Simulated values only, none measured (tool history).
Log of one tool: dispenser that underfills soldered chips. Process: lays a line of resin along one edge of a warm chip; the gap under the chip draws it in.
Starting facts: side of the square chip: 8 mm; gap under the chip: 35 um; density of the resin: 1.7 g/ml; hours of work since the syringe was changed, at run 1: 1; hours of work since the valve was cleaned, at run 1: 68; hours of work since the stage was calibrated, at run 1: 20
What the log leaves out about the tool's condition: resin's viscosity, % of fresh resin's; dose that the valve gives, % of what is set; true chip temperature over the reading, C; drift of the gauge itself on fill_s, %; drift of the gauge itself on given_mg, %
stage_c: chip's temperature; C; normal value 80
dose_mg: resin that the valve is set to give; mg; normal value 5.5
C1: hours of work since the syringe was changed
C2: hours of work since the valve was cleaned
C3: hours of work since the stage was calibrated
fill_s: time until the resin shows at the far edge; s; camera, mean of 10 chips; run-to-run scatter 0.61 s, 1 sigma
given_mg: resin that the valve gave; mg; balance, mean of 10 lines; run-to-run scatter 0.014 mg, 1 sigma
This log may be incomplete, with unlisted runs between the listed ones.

run 1 hour=0 | stage_c=80 dose_mg=5.5 | C1=1 C2=68 C3=20 | fill_s=56.6 given_mg=5.21
-- hour=8.5 new syringe of resin
run 2 hour=8.5 | stage_c=80 dose_mg=5.5 | C1=0 C2=73 C3=25 | fill_s=53.6 given_mg=5.19
run 3 hour=15.3 | stage_c=80 dose_mg=5.5 | C1=4 C2=77 C3=29 | fill_s=65.8 given_mg=5.19
-- hour=18.5 dispensing valve cleaned and set on the balance
-- hour=19.9 new syringe of resin
-- hour=29.5 new syringe of resin
run 4 hour=29.5 | stage_c=80 dose_mg=5.5 | C1=0 C2=6 C3=37 | fill_s=53.3 given_mg=5.47
run 5 hour=37.2 | stage_c=80 dose_mg=5.5 | C1=5 C2=11 C3=41 | fill_s=68.5 given_mg=5.45
-- hour=39.6 new syringe of resin
run 6 hour=48.1 | stage_c=80 dose_mg=4.83 | C1=5 C2=18 C3=48 | fill_s=71.2 given_mg=4.76
-- hour=49.5 new syringe of resin
run 7 hour=56.7 | stage_c=80 dose_mg=4.83 | C1=4 C2=23 C3=53 | fill_s=69.8 given_mg=4.75
-- hour=59.6 new syringe of resin
run 8 hour=65.1 | stage_c=80 dose_mg=4.83 | C1=3 C2=28 C3=58 | fill_s=67.4 given_mg=4.71
-- hour=69.2 new syringe of resin
run 9 hour=75.8 | stage_c=80 dose_mg=5.5 | C1=4 C2=34 C3=64 | fill_s=66.5 given_mg=5.32
-- hour=79.6 new syringe of resin
run 10 hour=85.7 | stage_c=80 dose_mg=5.08 | C1=4 C2=40 C3=70 | fill_s=66.7 given_mg=4.92
-- hour=89.7 new syringe of resin
run 11 hour=95.6 | stage_c=84 dose_mg=5.5 | C1=4 C2=46 C3=76 | fill_s=56.4 given_mg=5.31
-- hour=100 new syringe of resin
-- hour=109.8 new syringe of resin
run 12 hour=109.8 | stage_c=84 dose_mg=5.5 | C1=0 C2=54 C3=85 | fill_s=46.9 given_mg=5.25
-- hour=119.3 new syringe of resin
run 13 hour=119.3 | stage_c=71 dose_mg=5.5 | C1=0 C2=60 C3=90 | fill_s=78.2 given_mg=5.23
-- hour=128.9 new syringe of resin
run 14 hour=132.2 | stage_c=71 dose_mg=5.5 | C1=2 C2=68 C3=98 | fill_s=87.8 given_mg=5.21
-- hour=139 new syringe of resin
run 15 hour=141.8 | stage_c=71 dose_mg=5.5 | C1=2 C2=74 C3=104 | fill_s=85 given_mg=5.2
-- hour=149.3 new syringe of resin
-- hour=150.3 dispensing valve cleaned and set on the balance
run 16 hour=153.1 | stage_c=80 dose_mg=5.5 | C1=2 C2=2 C3=110 | fill_s=59.9 given_mg=5.47
-- hour=160 new syringe of resin
run 17 hour=165.6 | stage_c=80 dose_mg=5.5 | C1=3 C2=9 C3=117 | fill_s=62.9 given_mg=5.45
-- hour=169.6 new syringe of resin
-- hour=179.5 new syringe of resin
run 18 hour=180.3 | stage_c=91 dose_mg=6.28 | C1=0 C2=18 C3=126 | fill_s=37.1 given_mg=6.2
-- hour=189.3 new syringe of resin
run 19 hour=191.8 | stage_c=91 dose_mg=6.28 | C1=2 C2=25 C3=133 | fill_s=38.2 given_mg=6.14
-- hour=199 new syringe of resin
run 20 hour=202.2 | stage_c=82 dose_mg=5.5 | C1=2 C2=31 C3=139 | fill_s=56 given_mg=5.38
-- hour=209.6 new syringe of resin
run 21 hour=210.8 | stage_c=82 dose_mg=5.77 | C1=1 C2=36 C3=144 | fill_s=53.3 given_mg=5.62
-- hour=220 new syringe of resin
run 22 hour=222.8 | stage_c=69 dose_mg=5.31 | C1=2 C2=43 C3=152 | fill_s=92.7 given_mg=5.09
-- hour=230.3 new syringe of resin
run 23 hour=232.9 | stage_c=69 dose_mg=6.74 | C1=2 C2=49 C3=158 | fill_s=86.9 given_mg=6.5
-- hour=240.1 new syringe of resin
run 24 hour=244.5 | stage_c=84 dose_mg=6.68 | C1=3 C2=56 C3=165 | fill_s=54.6 given_mg=6.38
-- hour=249.8 new syringe of resin
run 25 hour=252 | stage_c=83 dose_mg=4.85 | C1=1 C2=61 C3=169 | fill_s=56.9 given_mg=4.61
-- hour=259.5 new syringe of resin
run 26 hour=259.5 | stage_c=83 dose_mg=4.85 | C1=0 C2=65 C3=173 | fill_s=50.2 given_mg=4.63
run 27 hour=265.6 | stage_c=70 dose_mg=4.85 | C1=4 C2=69 C3=177 | fill_s=100.1 given_mg=4.57
-- hour=269.4 new syringe of resin
run 28 hour=273 | stage_c=70 dose_mg=6.51 | C1=2 C2=73 C3=182 | fill_s=87.6 given_mg=6.13
-- hour=279.2 new syringe of resin
run 29 hour=279.2 | stage_c=70 dose_mg=6.51 | C1=0 C2=77 C3=185 | fill_s=78.9 given_mg=6.11
-- hour=281.5 dispensing valve cleaned and set on the balance
run 30 hour=289.2 | stage_c=94 dose_mg=5.34 | C1=6 C2=5 C3=191 | fill_s=44.6 given_mg=5.33
-- hour=290.4 new syringe of resin
-- hour=300.2 new syringe of resin
run 31 hour=300.6 | stage_c=86 dose_mg=5.57 | C1=0 C2=11 C3=197 | fill_s=43.7 given_mg=5.53
run 32 hour=308.2 | stage_c=75 dose_mg=5.18 | C1=5 C2=16 C3=202 | fill_s=85.6 given_mg=5.13
-- hour=309.8 new syringe of resin
run 33 hour=314.4 | stage_c=75 dose_mg=5.18 | C1=3 C2=20 C3=206 | fill_s=79.8 given_mg=5.12
-- hour=319.9 new syringe of resin
run 34 hour=328.7 | stage_c=75 dose_mg=5.75 | C1=5 C2=28 C3=214 | fill_s=86.9 given_mg=5.63

3 options for the next run, each taken on its own from the tool as it stands now. Forecast them:
-- hour=329.9 new syringe of resin
-- hour=339.9 new syringe of resin
run A hour=342.9 | stage_c=69 dose_mg=5.38 | C1=2 C2=37 C3=223 | fill_s=? given_mg=?
-- hour=329.9 new syringe of resin
-- hour=339.9 new syringe of resin
run B hour=342.9 | stage_c=71 dose_mg=4.89 | C1=2 C2=37 C3=223 | fill_s=? given_mg=?
-- hour=329.9 new syringe of resin
-- hour=339.9 new syringe of resin
run C hour=342.9 | stage_c=69 dose_mg=4.74 | C1=2 C2=37 C3=223 | fill_s=? given_mg=?

run=A fill_s=92 given_mg=5.24
run=B fill_s=89.6 given_mg=4.78
run=C fill_s=98.5 given_mg=4.63
With the hidden condition removed and each run's random variation left untouched, the same runs would have given:
run=A fill_s=79.9 given_mg=5.39
run=B fill_s=77.7 given_mg=4.91
run=C fill_s=85.3 given_mg=4.76
